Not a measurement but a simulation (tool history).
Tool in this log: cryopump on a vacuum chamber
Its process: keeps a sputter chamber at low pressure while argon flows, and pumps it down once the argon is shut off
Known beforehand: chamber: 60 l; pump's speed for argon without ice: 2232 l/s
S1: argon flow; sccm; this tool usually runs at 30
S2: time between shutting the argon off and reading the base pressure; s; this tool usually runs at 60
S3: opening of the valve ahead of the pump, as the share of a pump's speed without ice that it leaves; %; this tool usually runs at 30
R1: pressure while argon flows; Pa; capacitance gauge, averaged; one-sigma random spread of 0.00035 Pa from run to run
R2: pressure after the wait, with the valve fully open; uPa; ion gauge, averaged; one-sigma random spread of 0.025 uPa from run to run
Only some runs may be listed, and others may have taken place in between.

run 1 hour=0.0 | S1=30 S2=60 S3=30 | R1=0.0765 R2=1.97
run 2 hour=22.3 | S1=30 S2=60 S3=30 | R1=0.0761 R2=1.97
run 3 hour=38.0 | S1=36 S2=60 S3=30 | R1=0.0923 R2=1.94
run 4 hour=69.8 | S1=30 S2=60 S3=30 | R1=0.0765 R2=1.98
run 5 hour=99.0 | S1=30 S2=60 S3=30 | R1=0.0764 R2=2.06
run 6 hour=118.9 | S1=30 S2=60 S3=30 | R1=0.0766 R2=1.98
run 7 hour=142.0 | S1=30 S2=60 S3=30 | R1=0.0768 R2=2.05
run 8 hour=175.3 | S1=30 S2=60 S3=30 | R1=0.0773 R2=2.00
run 9 hour=196.5 | S1=30 S2=60 S3=30 | R1=0.0766 R2=1.97
run 10 hour=213.4 | S1=30 S2=60 S3=37 | R1=0.0622 R2=2.04
run 11 hour=231.6 | S1=30 S2=153 S3=30 | R1=0.0765 R2=1.55
run 12 hour=249.6 | S1=30 S2=60 S3=26 | R1=0.0882 R2=2.01
run 13 hour=273.8 | S1=30 S2=60 S3=30 | R1=0.0777 R2=2.02
run 14 hour=307.3 | S1=30 S2=60 S3=30 | R1=0.0767 R2=2.06
run 15 hour=336.3 | S1=23 S2=35 S3=30 | R1=0.0589 R2=2.58
run 16 hour=368.0 | S1=23 S2=35 S3=17 | R1=0.1032 R2=2.68
run 17 hour=393.6 | S1=23 S2=35 S3=17 | R1=0.1040 R2=2.73
run 18 hour=427.9 | S1=34 S2=21 S3=23 | R1=0.1140 R2=3.70
run 19 hour=452.4 | S1=34 S2=21 S3=44 | R1=0.0611 R2=3.82
run 20 hour=481.1 | S1=34 S2=21 S3=44 | R1=0.0598 R2=3.68
run 21 hour=502.3 | S1=13 S2=60 S3=30 | R1=0.0332 R2=2.13
run 22 hour=525.4 | S1=15 S2=60 S3=30 | R1=0.0385 R2=2.12
run 23 hour=550.8 | S1=16 S2=95 S3=22 | R1=0.0560 R2=1.94
run 24 hour=585.0 | S1=26 S2=31 S3=40 | R1=0.0514 R2=2.99
run 25 hour=610.7 | S1=27 S2=60 S3=30 | R1=0.0698 R2=2.18
run 26 hour=636.1 | S1=25 S2=109 S3=35 | R1=0.0559 R2=1.80
run 27 hour=663.1 | S1=21 S2=107 S3=35 | R1=0.0467 R2=1.89
run 28 hour=681.5 | S1=21 S2=107 S3=35 | R1=0.0473 R2=1.80

Alternative continuations, all from the tool just after run 28; predict every row:
run A hour=700.0 | S1=20 S2=60 S3=30 | R1=? R2=?
run B hour=700.0 | S1=21 S2=107 S3=31 | R1=? R2=?
run C hour=700.0 | S1=49 S2=71 S3=40 | R1=? R2=?

run=A R1=0.0525 R2=2.32
run=B R1=0.0527 R2=1.85
run=C R1=0.0960 R2=2.14
Without the tool's unlogged condition, the same runs would have read:
run=A R1=0.0509 R2=1.00
run=B R1=0.0511 R2=0.59
run=C R1=0.0923 R2=0.86
